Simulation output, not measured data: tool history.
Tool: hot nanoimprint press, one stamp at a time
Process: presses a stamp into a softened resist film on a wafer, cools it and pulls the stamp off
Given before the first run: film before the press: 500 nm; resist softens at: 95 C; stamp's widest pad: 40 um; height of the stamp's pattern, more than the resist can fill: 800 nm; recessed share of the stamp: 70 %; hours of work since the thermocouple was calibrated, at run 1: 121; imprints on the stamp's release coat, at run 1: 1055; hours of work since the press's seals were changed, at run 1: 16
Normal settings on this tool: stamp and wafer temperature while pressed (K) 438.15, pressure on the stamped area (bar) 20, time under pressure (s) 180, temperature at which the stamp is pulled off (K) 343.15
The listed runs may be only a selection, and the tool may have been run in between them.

run,hour,stamp and wafer temperature while pressed (K),pressure on the stamped area (bar),time under pressure (s),temperature at which the stamp is pulled off (K),hours of work since the thermocouple was calibrated,imprints on the stamp's release coat,hours of work since the press's seals were changed,resist left under the stamp's widest pad (nm),greatest force while the stamp is pulled off (N)
1,0,438.15,20,180,343.15,121,1055,16,231.4,224
2,11.6,438.15,20,180,343.15,128,1097,22,232.3,231
3,19.2,438.15,20,180,343.15,132,1125,27,231.9,225
4,32.5,438.15,20,180,343.15,139,1173,34,232.6,231
5,38.8,438.15,20,180,343.15,143,1196,38,233.7,228
6,48.8,438.15,20,180,343.15,149,1233,43,232.1,226
7,54.9,438.15,20,180,343.15,152,1255,47,233.2,228
8,62.8,449.15,20,180,343.15,156,1283,51,165.9,233
9,73.8,438.15,20,180,343.15,162,1323,57,234.3,229
10,83.1,438.15,20,136,343.15,168,1357,63,257.2,221
11,94.3,438.15,20,136,343.15,174,1398,69,258.7,226
12,107.7,429.15,20,180,343.15,182,1447,76,308.5,229
13,121.5,438.15,20,180,343.15,189,1497,84,234.6,229
14,133,428.15,20,180,343.15,196,1539,91,319.3,236
15,143.4,428.15,20,180,343.15,202,1576,96,320.1,233
16,155.1,429.15,20,180,345.15,208,1619,103,311.2,213
17,163.6,438.15,20.6,110,335.15,213,1650,108,276.6,271
18,175.1,438.15,20,134,330.15,219,1692,114,263.4,313
19,188.8,446.15,29.3,134,330.15,227,1742,122,173,314
20,197.5,446.15,29.3,134,330.15,232,1773,127,173.8,301
21,204.7,438.15,20,146,343.15,236,1800,131,255.9,228
22,217.7,438.15,20,146,343.15,243,1847,138,255.5,234
23,227.7,427.15,20,92,348.15,249,1883,144,390.9,197
# hour 235.8: stamp cleaned and given a new release coat
# hour 236.5: gauge calibrated
24,240,446.15,20,152,348.15,252,15,147,193.2,193
25,253.4,433.15,25.5,152,348.15,260,64,155,259.3,199
26,266.4,438.15,20,180,343.15,267,111,162,233.4,224
27,274.8,438.15,25.9,311,346.15,272,142,167,165.4,215
28,285.9,427.15,25.9,252,346.15,278,182,173,264.8,212
29,293.6,427.15,25.9,252,346.15,282,210,177,265.1,210

Here are 3 independent what-if runs from the current tool condition. What would each one return?
A,305.3,438.15,20,122,343.15,289,252,184,?,?
B,305.3,435.15,20,180,347.15,289,252,184,?,?
C,305.3,427.15,31.4,342,348.15,289,252,184,?,?

run,resist left under the stamp's widest pad (nm),greatest force while the stamp is pulled off (N)
A,268.8,234
B,256.4,204
C,220.9,195
Stripped of hidden state, with their random variation kept, the same runs would have yielded:
run,resist left under the stamp's widest pad (nm),greatest force while the stamp is pulled off (N)
A,267.2,234
B,254.9,204
C,219.7,195

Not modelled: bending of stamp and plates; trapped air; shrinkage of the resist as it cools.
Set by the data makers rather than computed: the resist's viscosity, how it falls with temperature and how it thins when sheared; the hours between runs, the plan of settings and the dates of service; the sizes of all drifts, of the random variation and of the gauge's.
